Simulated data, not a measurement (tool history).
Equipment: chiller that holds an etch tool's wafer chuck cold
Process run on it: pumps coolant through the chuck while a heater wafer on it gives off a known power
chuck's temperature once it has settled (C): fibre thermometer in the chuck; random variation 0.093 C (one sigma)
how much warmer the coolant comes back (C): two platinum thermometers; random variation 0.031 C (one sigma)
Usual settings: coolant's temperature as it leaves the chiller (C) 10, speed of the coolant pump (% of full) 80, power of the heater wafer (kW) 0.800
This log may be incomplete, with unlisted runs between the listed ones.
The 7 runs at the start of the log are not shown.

| run | hour | coolant's temperature as it leaves the chiller (C) | speed of the coolant pump (% of full) | power of the heater wafer (kW) | hours since the coolant was changed and the channels were flushed | hours since the pump was overhauled | hours since the chiller's thermometer was calibrated | chuck's temperature once it has settled (C) | how much warmer the coolant comes back (C) |
|---|---|---|---|---|---|---|---|---|---|
| 8 | 340.6 | 10 | 80 | 1.022 | 296 | 2700 | 2924 | 16.73 | 3.25 |
| 9 | 373.1 | 10 | 80 | 0.800 | 329 | 2733 | 2956 | 15.21 | 2.52 |
| 10 | 428.0 | 10 | 80 | 0.800 | 384 | 2787 | 3011 | 15.37 | 2.54 |
| 11 | 488.7 | 10 | 80 | 0.800 | 444 | 2848 | 3072 | 15.18 | 2.55 |
| 12 | 536.4 | 10 | 80 | 0.800 | 492 | 2896 | 3120 | 15.42 | 2.54 |
| 13 | 569.6 | 10 | 85 | 0.800 | 525 | 2929 | 3153 | 15.14 | 2.33 |
| 14 | 629.4 | 10 | 80 | 0.800 | 585 | 2989 | 3213 | 15.35 | 2.50 |
| 15 | 674.6 | 10 | 80 | 0.800 | 630 | 3034 | 3258 | 15.31 | 2.47 |
| 16 | 727.5 | 10 | 80 | 0.800 | 683 | 3087 | 3311 | 15.16 | 2.43 |
| 17 | 753.1 | 17 | 80 | 0.467 | 709 | 3113 | 3336 | 20.05 | 1.40 |
| 18 | 807.3 | 3 | 90 | 1.132 | 763 | 3167 | 3391 | 9.93 | 3.05 |
| 19 | 840.9 | 10 | 60 | 0.498 | 797 | 3200 | 3424 | 14.10 | 2.12 |
| 20 | 873.7 | 5 | 69 | 0.990 | 829 | 3233 | 3457 | 12.19 | 3.65 |
| 21 | 902.2 | 5 | 69 | 0.990 | 858 | 3262 | 3485 | 12.42 | 3.60 |
| 22 | 931.9 | 17 | 62 | 0.447 | 887 | 3291 | 3515 | 20.63 | 1.71 |
| 23 | 970.8 | 13 | 63 | 0.461 | 926 | 3330 | 3554 | 16.57 | 1.78 |
| 24 | 1023.3 | 8 | 75 | 0.972 | 979 | 3383 | 3606 | 14.82 | 3.26 |
| 25 | 1066.7 | 17 | 62 | 0.566 | 1022 | 3426 | 3650 | 21.51 | 2.26 |
| 26 | 1107.0 | 17 | 66 | 0.752 | 1063 | 3466 | 3690 | 22.56 | 2.84 |
| 27 | 1156.2 | 19 | 62 | 0.800 | 1112 | 3516 | 3739 | 25.32 | 3.20 |
| 28 | 1198.6 | 17 | 81 | 0.800 | 1154 | 3558 | 3782 | 22.23 | 2.35 |
| 29 | 1238.5 | 14 | 91 | 1.186 | 1194 | 3598 | 3822 | 21.20 | 3.15 |
| 30 | 1271.9 | 4 | 83 | 0.662 | 1228 | 3631 | 3855 | 8.28 | 1.85 |
| 31 | 1302.2 | 3 | 66 | 0.446 | 1258 | 3662 | 3885 | 6.44 | 1.55 |
| 32 | 1327.6 | 3 | 66 | 0.446 | 1283 | 3687 | 3911 | 6.48 | 1.56 |

4 ways to go on from here, each from the tool as it stands after run 32. What would each give?
| A | 1359.0 | 15 | 94 | 0.531 | 1315 | 3718 | 3942 | ? | ? |
| B | 1359.0 | 10 | 92 | 0.844 | 1315 | 3718 | 3942 | ? | ? |
| C | 1359.0 | 5 | 61 | 0.637 | 1315 | 3718 | 3942 | ? | ? |
| D | 1359.0 | 2 | 80 | 0.800 | 1315 | 3718 | 3942 | ? | ? |

| run | chuck's temperature once it has settled (C) | how much warmer the coolant comes back (C) |
|---|---|---|
| A | 18.16 | 1.22 |
| B | 15.12 | 2.09 |
| C | 10.14 | 2.57 |
| D | 7.24 | 2.30 |
With the hidden condition removed and each run's random variation left untouched, the same runs would have given:
| run | chuck's temperature once it has settled (C) | how much warmer the coolant comes back (C) |
|---|---|---|
| A | 18.18 | 1.47 |
| B | 15.14 | 2.34 |
| C | 10.16 | 2.82 |
| D | 7.26 | 2.55 |
